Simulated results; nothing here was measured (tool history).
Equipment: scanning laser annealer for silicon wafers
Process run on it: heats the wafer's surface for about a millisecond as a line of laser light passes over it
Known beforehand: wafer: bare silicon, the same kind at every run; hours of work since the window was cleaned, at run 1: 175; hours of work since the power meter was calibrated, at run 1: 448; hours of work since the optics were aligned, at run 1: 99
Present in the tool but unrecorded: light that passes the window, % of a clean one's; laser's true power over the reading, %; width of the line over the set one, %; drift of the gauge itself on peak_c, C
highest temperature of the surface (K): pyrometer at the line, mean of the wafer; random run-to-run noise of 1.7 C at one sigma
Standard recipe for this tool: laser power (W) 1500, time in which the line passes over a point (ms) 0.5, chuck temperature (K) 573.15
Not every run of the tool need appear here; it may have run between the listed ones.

run	hour	laser power (W)	time in which the line passes over a point (ms)	chuck temperature (K)	hours of work since the window was cleaned	hours of work since the power meter was calibrated	hours of work since the optics were aligned	highest temperature of the surface (K)
1	0	1500	0.5	573.15	175	448	99	1407.15
2	7.5	1500	0.5	573.15	180	454	105	1402.15
3	16.2	1500	0.5	565.15	187	460	111	1396.15
4	32.8	1500	0.5	573.15	199	472	123	1404.15
5	44.9	1500	0.5	573.15	208	481	132	1406.15
6	61.1	1365	0.5	573.15	220	493	144	1330.15
7	72.6	1365	0.5	573.15	228	502	153	1328.15
8	90.3	1365	0.5	573.15	241	515	166	1329.15
9	105.1	1365	0.5	573.15	252	525	176	1329.15
10	119.9	1500	0.5	558.15	263	536	187	1388.15
11	129.1	1500	0.5	573.15	270	543	194	1403.15
12	144.2	1648	0.553	573.15	281	554	205	1525.15
13	151.5	1648	0.553	573.15	286	560	211	1524.15
14	160.4	1648	0.553	573.15	293	566	217	1529.15
15	174.4	1648	0.553	573.15	303	576	227	1524.15
16	184.4	1621	0.472	554.15	310	584	235	1421.15
17	199.5	1387	0.605	557.15	322	595	246	1395.15
18	215.7	1565	0.406	603.15	334	607	258	1381.15
19	227	1602	0.462	550.15	342	615	266	1396.15
20	235.8	1502	0.583	556.15	348	622	273	1446.15
21	248.5	1404	0.5	590.15	358	631	282	1364.15

4 ways to go on from here, each from the tool as it stands after run 21. What would each give?
A	258.1	1404	0.49	554.15	365	638	289	?
B	258.1	1364	0.5	573.15	365	638	289	?
C	258.1	1500	0.377	573.15	365	638	289	?
D	258.1	1639	0.488	577.15	365	638	289	?

run	highest temperature of the surface (K)
A	1318.15
B	1322.15
C	1293.15
D	1464.15
Take away the tool's hidden state, keep each run's random variation, and the runs would have read:
run	highest temperature of the surface (K)
A	1333.15
B	1337.15
C	1308.15
D	1482.15
